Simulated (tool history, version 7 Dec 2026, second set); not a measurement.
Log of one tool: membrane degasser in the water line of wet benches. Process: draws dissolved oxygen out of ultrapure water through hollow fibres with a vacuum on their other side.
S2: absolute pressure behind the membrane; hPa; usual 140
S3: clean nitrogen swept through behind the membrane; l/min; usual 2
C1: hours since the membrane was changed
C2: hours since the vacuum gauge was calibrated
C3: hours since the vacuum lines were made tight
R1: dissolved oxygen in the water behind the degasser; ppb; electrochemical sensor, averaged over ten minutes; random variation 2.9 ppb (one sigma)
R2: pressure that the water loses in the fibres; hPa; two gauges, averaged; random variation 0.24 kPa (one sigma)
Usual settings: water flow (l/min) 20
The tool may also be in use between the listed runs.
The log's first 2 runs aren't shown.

run 3 hour=69.2 | water_flow_(l/min)=20 S2=140 S3=2 | C1=952 C2=634 C3=10242 | R1=305.3 R2=622.7
run 4 hour=119.3 | water_flow_(l/min)=20 S2=140 S3=2 | C1=1002 C2=684 C3=10292 | R1=306 R2=624.9
run 5 hour=154.1 | water_flow_(l/min)=20 S2=140 S3=2 | C1=1037 C2=719 C3=10327 | R1=300.9 R2=627.8
run 6 hour=177.7 | water_flow_(l/min)=20 S2=140 S3=2 | C1=1061 C2=742 C3=10351 | R1=296.5 R2=625.3
run 7 hour=199.7 | water_flow_(l/min)=20 S2=140 S3=2 | C1=1083 C2=764 C3=10372 | R1=304.7 R2=625.4
run 8 hour=224.5 | water_flow_(l/min)=20 S2=140 S3=2 | C1=1107 C2=789 C3=10397 | R1=304.9 R2=626.7
run 9 hour=266 | water_flow_(l/min)=20 S2=140 S3=2 | C1=1149 C2=831 C3=10439 | R1=306 R2=626.6
run 10 hour=301.6 | water_flow_(l/min)=20 S2=140 S3=2 | C1=1184 C2=866 C3=10474 | R1=303.4 R2=626.3
run 11 hour=348.1 | water_flow_(l/min)=20 S2=140 S3=2 | C1=1231 C2=913 C3=10521 | R1=296.1 R2=627.2
run 12 hour=394.3 | water_flow_(l/min)=20 S2=240 S3=2 | C1=1277 C2=959 C3=10567 | R1=527.2 R2=627.2
run 13 hour=419.3 | water_flow_(l/min)=20 S2=154 S3=2 | C1=1302 C2=984 C3=10592 | R1=330.3 R2=627.2
run 14 hour=445.2 | water_flow_(l/min)=20 S2=154 S3=2 | C1=1328 C2=1010 C3=10618 | R1=337.1 R2=627.6
run 15 hour=483.4 | water_flow_(l/min)=20 S2=154 S3=2 | C1=1366 C2=1048 C3=10656 | R1=340.8 R2=627
run 16 hour=517.6 | water_flow_(l/min)=20 S2=140 S3=2 | C1=1400 C2=1082 C3=10690 | R1=304 R2=625.3
run 17 hour=563.7 | water_flow_(l/min)=20 S2=140 S3=2 | C1=1447 C2=1128 C3=10736 | R1=301.6 R2=623.2
run 18 hour=602.4 | water_flow_(l/min)=20 S2=140 S3=2 | C1=1485 C2=1167 C3=10775 | R1=301.5 R2=628.6
run 19 hour=636.2 | water_flow_(l/min)=20 S2=104 S3=2 | C1=1519 C2=1201 C3=10809 | R1=224.3 R2=630.2
run 20 hour=665.6 | water_flow_(l/min)=20 S2=104 S3=2 | C1=1548 C2=1230 C3=10838 | R1=218.9 R2=629.3
run 21 hour=685.9 | water_flow_(l/min)=21 S2=178 S3=2.47 | C1=1569 C2=1251 C3=10859 | R1=353 R2=657.1
run 22 hour=726.3 | water_flow_(l/min)=18 S2=95 S3=1.06 | C1=1609 C2=1291 C3=10899 | R1=273.8 R2=566
run 23 hour=766.4 | water_flow_(l/min)=25 S2=346 S3=2 | C1=1649 C2=1331 C3=10939 | R1=951.1 R2=781.9
run 24 hour=793.4 | water_flow_(l/min)=14 S2=140 S3=4.24 | C1=1676 C2=1358 C3=10966 | R1=100.3 R2=438
run 25 hour=831.4 | water_flow_(l/min)=14 S2=140 S3=4.24 | C1=1714 C2=1396 C3=11004 | R1=100.4 R2=438.6
run 26 hour=851.9 | water_flow_(l/min)=13 S2=231 S3=4.49 | C1=1735 C2=1417 C3=11025 | R1=155 R2=409.1

Run 27 comes next. What will it give?
run 27 hour=886.9 | water_flow_(l/min)=14 S2=114 S3=1.49 | C1=1770 C2=1452 C3=11060 | R1=? R2=?

{"run 27": {"R1": 196.2, "R2": 441.9}}
Without the tool's hidden state the same run would have given R1 185 ppb, R2 437.2 hPa.

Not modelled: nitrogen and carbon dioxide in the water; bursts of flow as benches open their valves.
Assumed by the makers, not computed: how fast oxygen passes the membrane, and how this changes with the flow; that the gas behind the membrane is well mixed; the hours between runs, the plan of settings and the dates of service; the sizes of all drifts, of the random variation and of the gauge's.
